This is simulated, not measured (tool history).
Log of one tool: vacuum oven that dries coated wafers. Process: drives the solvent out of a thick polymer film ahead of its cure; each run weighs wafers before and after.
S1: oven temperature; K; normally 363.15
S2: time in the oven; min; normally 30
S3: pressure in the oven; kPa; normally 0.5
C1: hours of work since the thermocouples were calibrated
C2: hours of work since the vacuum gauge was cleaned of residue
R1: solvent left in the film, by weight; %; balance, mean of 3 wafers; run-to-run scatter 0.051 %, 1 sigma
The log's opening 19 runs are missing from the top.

Run 20, hour 1218.1: usual settings but S1 357.15 K, S2 24 min, S3 0.518 kPa; C1 1448; C2 1282. Result: R1 4.76 %.
Run 21, hour 1276.4: usual settings but S1 360.15 K, S2 53 min, S3 1.642 kPa; C1 1493; C2 1328. Result: R1 1.78 %.
Run 22, hour 1332.3: usual settings but S1 369.15 K, S2 18 min; C1 1537; C2 1371. Result: R1 2.05 %.
Run 23, hour 1397.6: usual settings but S1 369.15 K, S2 18 min; C1 1587; C2 1422. Result: R1 2.09 %.
At hour 1445.5: oven's thermocouples calibrated.
Run 24, hour 1472.6: usual settings but S1 369.15 K, S2 18 min; C1 21; C2 1478. Result: R1 1.49 %.
Run 25, hour 1525.9: usual settings but S1 366.15 K, S2 18 min; C1 62; C2 1520. Result: R1 2.12 %.
Run 26, hour 1602.8: usual settings but S1 362.15 K, S2 40 min, S3 1.882 kPa; C1 122; C2 1579. Result: R1 1.56 %.
At hour 1609.6: vacuum gauge cleaned of residue and calibrated.
Run 27, hour 1641.2: usual settings but S1 358.15 K, S2 21 min; C1 151; C2 25. Result: R1 4.05 %.
Run 28, hour 1697.3: usual settings but S1 376.15 K, S3 0.545 kPa; C1 194; C2 68. Result: R1 0.47 %.
Run 29, hour 1730.1: usual settings but S1 366.15 K, S2 18 min, S3 0.289 kPa; C1 220; C2 93. Result: R1 2.24 %.
Run 30, hour 1803.9: usual settings but S1 366.15 K, S2 18 min, S3 0.289 kPa; C1 277; C2 151. Result: R1 2.21 %.
At hour 1843.9: vacuum gauge cleaned of residue and calibrated, once more.
Run 31, hour 1845.3: usual settings but S1 366.15 K, S2 18 min, S3 0.289 kPa; C1 308; C2 1. Result: R1 1.87 %.
Run 32, hour 1923.2: usual settings but S1 369.15 K, S2 39 min, S3 0.291 kPa; C1 368; C2 61. Result: R1 0.12 %.
Run 33, hour 1976.3: usual settings but S1 369.15 K, S2 39 min, S3 1.856 kPa; C1 409; C2 103. Result: R1 0.79 %.
Run 34, hour 2010.2: usual settings but S1 369.15 K, S2 39 min, S3 1.856 kPa; C1 436; C2 129. Result: R1 0.78 %.
Run 35, hour 2060.8: usual settings but S2 25 min; C1 475; C2 168. Result: R1 1.65 %.
Run 36, hour 2132: usual settings but S2 16 min, S3 0.269 kPa; C1 530; C2 223. Result: R1 3.44 %.
Run 37, hour 2193.1: usual settings but S2 16 min, S3 0.269 kPa; C1 577; C2 271. Result: R1 3.55 %.

Below are 3 alternative next runs, each starting from the tool's condition after run 37. Predict each:
Run A, hour 2226.4: usual settings but S1 359.15 K, S2 17 min, S3 0.669 kPa; C1 603; C2 297. Result: R1 ?.
Run B, hour 2226.4: usual settings but S1 370.15 K, S3 0.805 kPa; C1 603; C2 297. Result: R1 ?.
Run C, hour 2226.4: usual settings but S2 17 min, S3 0.466 kPa; C1 603; C2 297. Result: R1 ?.

run    R1
  A  4.87
  B  0.46
  C  3.33
Without the tool's hidden state the same runs would have given:
run    R1
  A  4.62
  B  0.38
  C  3.11

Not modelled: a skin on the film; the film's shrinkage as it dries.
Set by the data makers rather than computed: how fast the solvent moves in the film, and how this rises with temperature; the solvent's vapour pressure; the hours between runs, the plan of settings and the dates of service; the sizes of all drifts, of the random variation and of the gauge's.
